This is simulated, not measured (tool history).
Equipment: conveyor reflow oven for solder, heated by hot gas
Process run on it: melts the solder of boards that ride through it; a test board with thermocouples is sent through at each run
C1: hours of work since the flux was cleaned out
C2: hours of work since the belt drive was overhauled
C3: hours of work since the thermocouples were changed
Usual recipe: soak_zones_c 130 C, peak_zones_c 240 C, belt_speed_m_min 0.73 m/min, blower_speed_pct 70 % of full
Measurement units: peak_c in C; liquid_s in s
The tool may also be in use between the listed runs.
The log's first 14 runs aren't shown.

{"run": 15, "hour": 184.8, "soak_zones_c": 130, "peak_zones_c": 240, "belt_speed_m_min": 0.73, "blower_speed_pct": 64, "C1": 90, "C2": 263, "C3": 384, "peak_c": 212.3, "liquid_s": 36}
{"run": 16, "hour": 201.0, "soak_zones_c": 130, "peak_zones_c": 240, "belt_speed_m_min": 0.73, "blower_speed_pct": 64, "C1": 100, "C2": 273, "C3": 394, "peak_c": 212.5, "liquid_s": 36}
{"run": 17, "hour": 211.3, "soak_zones_c": 126, "peak_zones_c": 247, "belt_speed_m_min": 0.721, "blower_speed_pct": 75, "C1": 106, "C2": 279, "C3": 400, "peak_c": 220, "liquid_s": 41.6}
{"run": 18, "hour": 222.4, "soak_zones_c": 130, "peak_zones_c": 240, "belt_speed_m_min": 0.73, "blower_speed_pct": 69, "C1": 113, "C2": 286, "C3": 407, "peak_c": 213.4, "liquid_s": 37.5}
{"run": 19, "hour": 230.2, "soak_zones_c": 125, "peak_zones_c": 254, "belt_speed_m_min": 0.776, "blower_speed_pct": 70, "C1": 118, "C2": 291, "C3": 412, "peak_c": 220.6, "liquid_s": 38.5}
{"run": 20, "hour": 246.0, "soak_zones_c": 130, "peak_zones_c": 240, "belt_speed_m_min": 0.669, "blower_speed_pct": 70, "C1": 127, "C2": 300, "C3": 421, "peak_c": 217, "liquid_s": 44.4}
{"run": 21, "hour": 257.2, "soak_zones_c": 130, "peak_zones_c": 229, "belt_speed_m_min": 0.726, "blower_speed_pct": 70, "C1": 134, "C2": 307, "C3": 428, "peak_c": 205.4, "liquid_s": 31.2}
{"run": 22, "hour": 274.4, "soak_zones_c": 130, "peak_zones_c": 251, "belt_speed_m_min": 0.835, "blower_speed_pct": 63, "C1": 144, "C2": 317, "C3": 438, "peak_c": 213.7, "liquid_s": 32.3}
{"run": 23, "hour": 284.5, "soak_zones_c": 130, "peak_zones_c": 243, "belt_speed_m_min": 0.73, "blower_speed_pct": 52, "C1": 150, "C2": 323, "C3": 445, "peak_c": 210.1, "liquid_s": 34.6}
{"run": 24, "hour": 299.4, "soak_zones_c": 132, "peak_zones_c": 240, "belt_speed_m_min": 0.584, "blower_speed_pct": 66, "C1": 159, "C2": 332, "C3": 453, "peak_c": 221.4, "liquid_s": 54.8}
{"run": 25, "hour": 317.1, "soak_zones_c": 139, "peak_zones_c": 238, "belt_speed_m_min": 0.866, "blower_speed_pct": 62, "C1": 170, "C2": 343, "C3": 464, "peak_c": 205.1, "liquid_s": 26.5}
{"run": 26, "hour": 327.0, "soak_zones_c": 139, "peak_zones_c": 238, "belt_speed_m_min": 0.866, "blower_speed_pct": 62, "C1": 176, "C2": 349, "C3": 470, "peak_c": 204.7, "liquid_s": 26.9}
{"run": 27, "hour": 342.2, "soak_zones_c": 139, "peak_zones_c": 238, "belt_speed_m_min": 0.859, "blower_speed_pct": 78, "C1": 185, "C2": 358, "C3": 479, "peak_c": 209.2, "liquid_s": 30.5}
{"run": 28, "hour": 350.8, "soak_zones_c": 130, "peak_zones_c": 240, "belt_speed_m_min": 0.741, "blower_speed_pct": 81, "C1": 190, "C2": 363, "C3": 484, "peak_c": 215.1, "liquid_s": 38.8}
{"run": 29, "hour": 366.3, "soak_zones_c": 132, "peak_zones_c": 240, "belt_speed_m_min": 0.655, "blower_speed_pct": 88, "C1": 200, "C2": 372, "C3": 494, "peak_c": 221.5, "liquid_s": 48.8}
{"run": 30, "hour": 373.9, "soak_zones_c": 130, "peak_zones_c": 249, "belt_speed_m_min": 0.741, "blower_speed_pct": 70, "C1": 204, "C2": 377, "C3": 498, "peak_c": 219.6, "liquid_s": 40.9}

Predict each of these 5 candidate next runs independently; none follows another, all start after run 30:
{"run": "A", "hour": 381.5, "soak_zones_c": 135, "peak_zones_c": 240, "belt_speed_m_min": 0.73, "blower_speed_pct": 70, "C1": 209, "C2": 382, "C3": 503, "peak_c": "?", "liquid_s": "?"}
{"run": "B", "hour": 381.5, "soak_zones_c": 130, "peak_zones_c": 244, "belt_speed_m_min": 0.741, "blower_speed_pct": 62, "C1": 209, "C2": 382, "C3": 503, "peak_c": "?", "liquid_s": "?"}
{"run": "C", "hour": 381.5, "soak_zones_c": 141, "peak_zones_c": 240, "belt_speed_m_min": 0.73, "blower_speed_pct": 87, "C1": 209, "C2": 382, "C3": 503, "peak_c": "?", "liquid_s": "?"}
{"run": "D", "hour": 381.5, "soak_zones_c": 116, "peak_zones_c": 249, "belt_speed_m_min": 0.741, "blower_speed_pct": 70, "C1": 209, "C2": 382, "C3": 503, "peak_c": "?", "liquid_s": "?"}
{"run": "E", "hour": 381.5, "soak_zones_c": 118, "peak_zones_c": 240, "belt_speed_m_min": 0.774, "blower_speed_pct": 65, "C1": 209, "C2": 382, "C3": 503, "peak_c": "?", "liquid_s": "?"}

run=A peak_c=214.7 liquid_s=39.4
run=B peak_c=214.6 liquid_s=37.7
run=C peak_c=218.9 liquid_s=44.6
run=D peak_c=216.4 liquid_s=36.3
run=E peak_c=206.5 liquid_s=28.1
Without the tool's unlogged condition, the same runs would have read:
run=A peak_c=214.8 liquid_s=39.4
run=B peak_c=214.7 liquid_s=37.8
run=C peak_c=219 liquid_s=44.6
run=D peak_c=216.6 liquid_s=36.4
run=E peak_c=206.6 liquid_s=28.1

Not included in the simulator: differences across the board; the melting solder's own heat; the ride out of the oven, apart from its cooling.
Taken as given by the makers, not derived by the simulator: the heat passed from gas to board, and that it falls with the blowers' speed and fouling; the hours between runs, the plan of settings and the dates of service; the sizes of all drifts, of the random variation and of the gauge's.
